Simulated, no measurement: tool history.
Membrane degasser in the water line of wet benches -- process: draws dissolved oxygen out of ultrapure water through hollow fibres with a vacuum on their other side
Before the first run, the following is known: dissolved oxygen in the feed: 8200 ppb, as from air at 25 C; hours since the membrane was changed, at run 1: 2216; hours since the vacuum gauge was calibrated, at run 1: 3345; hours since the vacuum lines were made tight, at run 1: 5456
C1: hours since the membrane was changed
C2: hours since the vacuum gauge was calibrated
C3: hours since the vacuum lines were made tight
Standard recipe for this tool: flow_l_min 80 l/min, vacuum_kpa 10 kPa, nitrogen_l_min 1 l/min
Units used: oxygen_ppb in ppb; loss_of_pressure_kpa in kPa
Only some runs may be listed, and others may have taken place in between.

run 1 hour=0 | flow_l_min=80 vacuum_kpa=10 nitrogen_l_min=1 | C1=2216 C2=3345 C3=5456 | oxygen_ppb=892.7 loss_of_pressure_kpa=39
run 2 hour=51.2 | flow_l_min=80 vacuum_kpa=10 nitrogen_l_min=1.97 | C1=2268 C2=3396 C3=5507 | oxygen_ppb=554 loss_of_pressure_kpa=39.04
-- hour=81.1 seals of the vacuum lines changed
run 3 hour=85.2 | flow_l_min=80 vacuum_kpa=10 nitrogen_l_min=1.88 | C1=2300 C2=3428 C3=4 | oxygen_ppb=577.1 loss_of_pressure_kpa=39.11
run 4 hour=111.8 | flow_l_min=80 vacuum_kpa=10 nitrogen_l_min=1.88 | C1=2326 C2=3455 C3=31 | oxygen_ppb=579.8 loss_of_pressure_kpa=38.52
run 5 hour=136.8 | flow_l_min=80 vacuum_kpa=22.8 nitrogen_l_min=1 | C1=2351 C2=3480 C3=56 | oxygen_ppb=2147.4 loss_of_pressure_kpa=38.67
run 6 hour=167.4 | flow_l_min=80 vacuum_kpa=22.8 nitrogen_l_min=1 | C1=2382 C2=3510 C3=86 | oxygen_ppb=2166 loss_of_pressure_kpa=39.05
run 7 hour=205.7 | flow_l_min=80 vacuum_kpa=10 nitrogen_l_min=0.55 | C1=2420 C2=3549 C3=125 | oxygen_ppb=1248.3 loss_of_pressure_kpa=39.15
run 8 hour=261.3 | flow_l_min=80 vacuum_kpa=10 nitrogen_l_min=0.55 | C1=2476 C2=3604 C3=180 | oxygen_ppb=1264.3 loss_of_pressure_kpa=39.04
run 9 hour=307.3 | flow_l_min=80 vacuum_kpa=10 nitrogen_l_min=1 | C1=2522 C2=3650 C3=226 | oxygen_ppb=890.5 loss_of_pressure_kpa=39.28
run 10 hour=347.3 | flow_l_min=80 vacuum_kpa=10 nitrogen_l_min=1 | C1=2562 C2=3690 C3=266 | oxygen_ppb=897.4 loss_of_pressure_kpa=39.28
run 11 hour=389.6 | flow_l_min=80 vacuum_kpa=21.6 nitrogen_l_min=1 | C1=2604 C2=3732 C3=309 | oxygen_ppb=2057.5 loss_of_pressure_kpa=39.21
run 12 hour=424.4 | flow_l_min=80 vacuum_kpa=21.6 nitrogen_l_min=1 | C1=2639 C2=3767 C3=343 | oxygen_ppb=2061.1 loss_of_pressure_kpa=39.32
-- hour=429.4 vacuum gauge calibrated
run 13 hour=447.7 | flow_l_min=80 vacuum_kpa=10 nitrogen_l_min=1 | C1=2662 C2=18 C3=366 | oxygen_ppb=914.7 loss_of_pressure_kpa=39.05
run 14 hour=493.8 | flow_l_min=80 vacuum_kpa=10 nitrogen_l_min=1.32 | C1=2708 C2=64 C3=412 | oxygen_ppb=764.8 loss_of_pressure_kpa=39.35
run 15 hour=543.7 | flow_l_min=80 vacuum_kpa=10 nitrogen_l_min=1 | C1=2758 C2=114 C3=462 | oxygen_ppb=910.8 loss_of_pressure_kpa=39.07
run 16 hour=567.5 | flow_l_min=64 vacuum_kpa=10 nitrogen_l_min=1 | C1=2781 C2=138 C3=486 | oxygen_ppb=791 loss_of_pressure_kpa=31.35
-- hour=573.3 vacuum gauge calibrated, once more
run 17 hour=592.4 | flow_l_min=80 vacuum_kpa=10 nitrogen_l_min=1 | C1=2806 C2=19 C3=510 | oxygen_ppb=852.1 loss_of_pressure_kpa=39.23
run 18 hour=632 | flow_l_min=87 vacuum_kpa=10 nitrogen_l_min=0.61 | C1=2845 C2=59 C3=550 | oxygen_ppb=1192.3 loss_of_pressure_kpa=42.9
run 19 hour=665.8 | flow_l_min=87 vacuum_kpa=10 nitrogen_l_min=0.61 | C1=2879 C2=93 C3=584 | oxygen_ppb=1187.8 loss_of_pressure_kpa=42.9
run 20 hour=702.6 | flow_l_min=110 vacuum_kpa=21.9 nitrogen_l_min=0.42 | C1=2916 C2=129 C3=621 | oxygen_ppb=3603.7 loss_of_pressure_kpa=54.06
run 21 hour=726.2 | flow_l_min=110 vacuum_kpa=21.9 nitrogen_l_min=0.42 | C1=2940 C2=153 C3=644 | oxygen_ppb=3600.2 loss_of_pressure_kpa=54.06
run 22 hour=756.3 | flow_l_min=126 vacuum_kpa=21.9 nitrogen_l_min=0.83 | C1=2970 C2=183 C3=674 | oxygen_ppb=2870.4 loss_of_pressure_kpa=62.1
run 23 hour=800.1 | flow_l_min=126 vacuum_kpa=21.9 nitrogen_l_min=0.83 | C1=3014 C2=227 C3=718 | oxygen_ppb=2876.7 loss_of_pressure_kpa=62.42
run 24 hour=830.1 | flow_l_min=80 vacuum_kpa=15.5 nitrogen_l_min=1 | C1=3044 C2=257 C3=748 | oxygen_ppb=1440.7 loss_of_pressure_kpa=39.45
run 25 hour=863.9 | flow_l_min=80 vacuum_kpa=15.5 nitrogen_l_min=1 | C1=3077 C2=291 C3=782 | oxygen_ppb=1446.6 loss_of_pressure_kpa=39.41
run 26 hour=888.5 | flow_l_min=108 vacuum_kpa=10 nitrogen_l_min=2.61 | C1=3102 C2=315 C3=806 | oxygen_ppb=548.9 loss_of_pressure_kpa=53.49
run 27 hour=917.4 | flow_l_min=80 vacuum_kpa=7.5 nitrogen_l_min=1 | C1=3131 C2=344 C3=835 | oxygen_ppb=564.4 loss_of_pressure_kpa=39.52
run 28 hour=940.8 | flow_l_min=80 vacuum_kpa=10.1 nitrogen_l_min=0.94 | C1=3154 C2=368 C3=859 | oxygen_ppb=899.6 loss_of_pressure_kpa=39.4
run 29 hour=985.2 | flow_l_min=80 vacuum_kpa=10.1 nitrogen_l_min=0.94 | C1=3199 C2=412 C3=903 | oxygen_ppb=906.3 loss_of_pressure_kpa=39.42
run 30 hour=1017 | flow_l_min=74 vacuum_kpa=10.1 nitrogen_l_min=0.94 | C1=3230 C2=444 C3=935 | oxygen_ppb=859.1 loss_of_pressure_kpa=36.66
run 31 hour=1067.2 | flow_l_min=74 vacuum_kpa=16.4 nitrogen_l_min=1.1 | C1=3281 C2=494 C3=985 | oxygen_ppb=1376.4 loss_of_pressure_kpa=36.74
run 32 hour=1093.9 | flow_l_min=74 vacuum_kpa=16.4 nitrogen_l_min=1.1 | C1=3307 C2=521 C3=1012 | oxygen_ppb=1385.6 loss_of_pressure_kpa=36.83
run 33 hour=1120.4 | flow_l_min=74 vacuum_kpa=16.4 nitrogen_l_min=1.1 | C1=3334 C2=547 C3=1038 | oxygen_ppb=1386.1 loss_of_pressure_kpa=36.71

Alternative continuations, all from the tool just after run 33; predict every row:
run A hour=1165.6 | flow_l_min=74 vacuum_kpa=22.5 nitrogen_l_min=1.1 | C1=3379 C2=592 C3=1084 | oxygen_ppb=? loss_of_pressure_kpa=?
run B hour=1165.6 | flow_l_min=74 vacuum_kpa=6.6 nitrogen_l_min=0.63 | C1=3379 C2=592 C3=1084 | oxygen_ppb=? loss_of_pressure_kpa=?
run C hour=1165.6 | flow_l_min=123 vacuum_kpa=20.5 nitrogen_l_min=1.44 | C1=3379 C2=592 C3=1084 | oxygen_ppb=? loss_of_pressure_kpa=?

run=A oxygen_ppb=1900.6 loss_of_pressure_kpa=36.59
run=B oxygen_ppb=572.6 loss_of_pressure_kpa=36.49
run=C oxygen_ppb=2035.5 loss_of_pressure_kpa=60.81
Without the tool's unlogged condition, the same runs would have read:
run=A oxygen_ppb=1891.9 loss_of_pressure_kpa=34.83
run=B oxygen_ppb=555.6 loss_of_pressure_kpa=34.73
run=C oxygen_ppb=2022.8 loss_of_pressure_kpa=57.87

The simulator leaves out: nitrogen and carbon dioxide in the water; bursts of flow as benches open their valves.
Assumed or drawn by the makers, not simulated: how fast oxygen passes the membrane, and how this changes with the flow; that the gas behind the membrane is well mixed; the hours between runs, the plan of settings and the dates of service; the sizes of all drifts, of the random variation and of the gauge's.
